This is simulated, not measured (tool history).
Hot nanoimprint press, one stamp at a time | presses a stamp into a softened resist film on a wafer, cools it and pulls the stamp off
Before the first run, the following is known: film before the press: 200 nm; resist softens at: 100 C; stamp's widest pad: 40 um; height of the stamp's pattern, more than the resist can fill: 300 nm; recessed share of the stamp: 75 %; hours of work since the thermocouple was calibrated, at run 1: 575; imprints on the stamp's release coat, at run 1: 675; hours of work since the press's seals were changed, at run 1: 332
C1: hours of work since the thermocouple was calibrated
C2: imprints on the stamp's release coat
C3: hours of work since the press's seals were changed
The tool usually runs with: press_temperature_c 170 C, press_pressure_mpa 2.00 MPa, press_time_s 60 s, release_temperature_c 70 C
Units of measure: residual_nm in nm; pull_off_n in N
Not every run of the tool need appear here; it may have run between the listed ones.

run 1 hour=0.0 | press_temperature_c=170 press_pressure_mpa=2.00 press_time_s=60 release_temperature_c=70 | C1=575 C2=675 C3=332 | residual_nm=66.6 pull_off_n=227
run 2 hour=5.7 | press_temperature_c=170 press_pressure_mpa=2.00 press_time_s=60 release_temperature_c=70 | C1=579 C2=690 C3=337 | residual_nm=65.4 pull_off_n=229
-- hour=13.3 plate thermocouple calibrated
run 3 hour=16.6 | press_temperature_c=170 press_pressure_mpa=2.00 press_time_s=60 release_temperature_c=70 | C1=3 C2=711 C3=343 | residual_nm=61.3 pull_off_n=221
run 4 hour=22.6 | press_temperature_c=170 press_pressure_mpa=2.00 press_time_s=60 release_temperature_c=70 | C1=7 C2=727 C3=348 | residual_nm=60.7 pull_off_n=219
run 5 hour=32.5 | press_temperature_c=170 press_pressure_mpa=2.83 press_time_s=60 release_temperature_c=70 | C1=15 C2=753 C3=355 | residual_nm=51.5 pull_off_n=232
run 6 hour=38.1 | press_temperature_c=170 press_pressure_mpa=2.83 press_time_s=60 release_temperature_c=70 | C1=19 C2=768 C3=360 | residual_nm=51.3 pull_off_n=225
-- hour=47.3 plate thermocouple calibrated, once more
run 7 hour=47.3 | press_temperature_c=170 press_pressure_mpa=2.83 press_time_s=60 release_temperature_c=70 | C1=0 C2=784 C3=365 | residual_nm=60.5 pull_off_n=232
run 8 hour=57.6 | press_temperature_c=170 press_pressure_mpa=2.83 press_time_s=60 release_temperature_c=70 | C1=8 C2=811 C3=373 | residual_nm=60.4 pull_off_n=240
run 9 hour=63.9 | press_temperature_c=170 press_pressure_mpa=2.00 press_time_s=75 release_temperature_c=64 | C1=13 C2=828 C3=377 | residual_nm=66.8 pull_off_n=257
run 10 hour=75.6 | press_temperature_c=170 press_pressure_mpa=2.00 press_time_s=75 release_temperature_c=64 | C1=22 C2=859 C3=387 | residual_nm=66.7 pull_off_n=257
run 11 hour=83.2 | press_temperature_c=170 press_pressure_mpa=2.91 press_time_s=60 release_temperature_c=70 | C1=28 C2=879 C3=393 | residual_nm=59.7 pull_off_n=241
run 12 hour=93.0 | press_temperature_c=165 press_pressure_mpa=2.00 press_time_s=39 release_temperature_c=68 | C1=36 C2=905 C3=400 | residual_nm=101.9 pull_off_n=247
run 13 hour=102.2 | press_temperature_c=170 press_pressure_mpa=1.75 press_time_s=40 release_temperature_c=67 | C1=43 C2=929 C3=408 | residual_nm=90.5 pull_off_n=256
run 14 hour=108.0 | press_temperature_c=163 press_pressure_mpa=3.11 press_time_s=67 release_temperature_c=64 | C1=47 C2=945 C3=412 | residual_nm=73.1 pull_off_n=263
run 15 hour=119.1 | press_temperature_c=163 press_pressure_mpa=1.35 press_time_s=67 release_temperature_c=64 | C1=56 C2=974 C3=421 | residual_nm=107.2 pull_off_n=262

Take each entry between the runs: how does the hidden state at the last listed run before it differ from the hidden state at the first listed run after it?
Runs 2 to 3: plate thermocouple calibrated (hour 13.3)
  true temperature over the reading, C: 2.94 -> 4.76; pressure that arrives at the usual setting, %: 98.46 -> 98.43; grip of the stamp's worn release coat, % over a new coat's: 14 -> 14.4
  what was measured, less what the result would be without the hidden state, residual_nm: -6.9 -> -11.0 nm; pull_off_n: +22 -> +19 N
Runs 6 to 7: plate thermocouple calibrated, once more (hour 47.3)
  true temperature over the reading, C: 4.84 -> -0.02; pressure that arrives at the usual setting, %: 98.36 -> 98.34; grip of the stamp's worn release coat, % over a new coat's: 15.6 -> 15.9
  what was measured, less what the result would be without the hidden state, residual_nm: -9.4 -> +0.8 nm; pull_off_n: +21 -> +31 N

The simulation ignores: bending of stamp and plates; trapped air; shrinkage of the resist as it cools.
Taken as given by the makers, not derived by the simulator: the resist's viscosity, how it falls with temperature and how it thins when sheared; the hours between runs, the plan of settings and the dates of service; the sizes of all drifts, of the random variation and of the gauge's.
